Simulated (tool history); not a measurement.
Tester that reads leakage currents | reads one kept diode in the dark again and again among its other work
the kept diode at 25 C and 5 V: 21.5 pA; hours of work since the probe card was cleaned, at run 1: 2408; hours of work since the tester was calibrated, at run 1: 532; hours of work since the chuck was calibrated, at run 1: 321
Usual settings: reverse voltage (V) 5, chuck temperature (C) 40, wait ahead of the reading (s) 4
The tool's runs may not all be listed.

| run | hour | reverse voltage (V) | chuck temperature (C) | wait ahead of the reading (s) | hours of work since the probe card was cleaned | hours of work since the tester was calibrated | hours of work since the chuck was calibrated | current that the tester gives (pA) |
|---|---|---|---|---|---|---|---|---|
| 1 | 0 | 5 | 40 | 4 | 2408 | 532 | 321 | 63.23 |
| 2 | 14.7 | 5 | 40 | 0.36 | 2419 | 544 | 332 | 65.87 |
| 3 | 32.9 | 5 | 40 | 0.36 | 2433 | 558 | 346 | 66.11 |
| 4 | 60 | 5 | 25 | 4 | 2453 | 578 | 367 | 21.96 |
| 5 | 82.3 | 1.65 | 40 | 4 | 2470 | 595 | 384 | 41.55 |
| 6 | 98.1 | 1.65 | 40 | 4 | 2482 | 607 | 396 | 41.42 |
| 7 | 122.4 | 5 | 31 | 4 | 2501 | 626 | 415 | 33.65 |
| 8 | 148.7 | 5 | 40 | 4 | 2521 | 646 | 435 | 63.3 |
| 9 | 163.5 | 5 | 40 | 4 | 2532 | 657 | 446 | 63.24 |
| 10 | 193.4 | 5 | 40 | 4 | 2555 | 680 | 469 | 63.25 |
| 11 | 222 | 5 | 40 | 4 | 2577 | 702 | 491 | 63.65 |
| 12 | 247.9 | 5 | 40 | 4 | 2597 | 722 | 510 | 63.61 |
| 13 | 274.3 | 17.59 | 24 | 1.6 | 2617 | 742 | 531 | 34.8 |
| 14 | 307.9 | 1.43 | 24 | 2.63 | 2643 | 768 | 556 | 12.6 |
| 15 | 325.7 | 2.74 | 24 | 0.68 | 2656 | 781 | 570 | 16.71 |
| 16 | 355.4 | 2.74 | 24 | 0.68 | 2679 | 804 | 592 | 16.71 |
| 17 | 380.8 | 1.62 | 33 | 9.39 | 2698 | 823 | 612 | 25.3 |
| 18 | 413 | 1.34 | 54 | 0.8 | 2723 | 848 | 636 | 95.55 |
| 19 | 427.6 | 5.08 | 54 | 0.8 | 2734 | 859 | 648 | 158.96 |
| 20 | 456.4 | 5.08 | 54 | 0.8 | 2756 | 881 | 670 | 158.99 |
| 21 | 486.6 | 5.08 | 54 | 0.8 | 2779 | 904 | 693 | 158.98 |
| 22 | 502.1 | 1.42 | 54 | 1.16 | 2791 | 916 | 704 | 97.48 |
| 23 | 518.7 | 1.6 | 40 | 1.31 | 2804 | 928 | 717 | 41.05 |
| 24 | 552.3 | 4.63 | 28 | 1.31 | 2829 | 954 | 743 | 26.87 |

Forecast each of these 5 alternatives for the next run:
| A | 569 | 3.07 | 24 | 4 | 2842 | 967 | 756 | ? |
| B | 569 | 2.8 | 26 | 1.31 | 2842 | 967 | 756 | ? |
| C | 569 | 13.12 | 24 | 7.79 | 2842 | 967 | 756 | ? |
| D | 569 | 3.71 | 43 | 3.29 | 2842 | 967 | 756 | ? |
| E | 569 | 5 | 35 | 3.22 | 2842 | 967 | 756 | ? |

| run | current that the tester gives (pA) |
|---|---|
| A | 16.79 |
| B | 19.23 |
| C | 29.7 |
| D | 69.2 |
| E | 44.65 |
Without the tool's hidden state the same runs would have given:
| run | current that the tester gives (pA) |
|---|---|
| A | 16.76 |
| B | 19.2 |
| C | 29.56 |
| D | 69.18 |
| E | 44.61 |

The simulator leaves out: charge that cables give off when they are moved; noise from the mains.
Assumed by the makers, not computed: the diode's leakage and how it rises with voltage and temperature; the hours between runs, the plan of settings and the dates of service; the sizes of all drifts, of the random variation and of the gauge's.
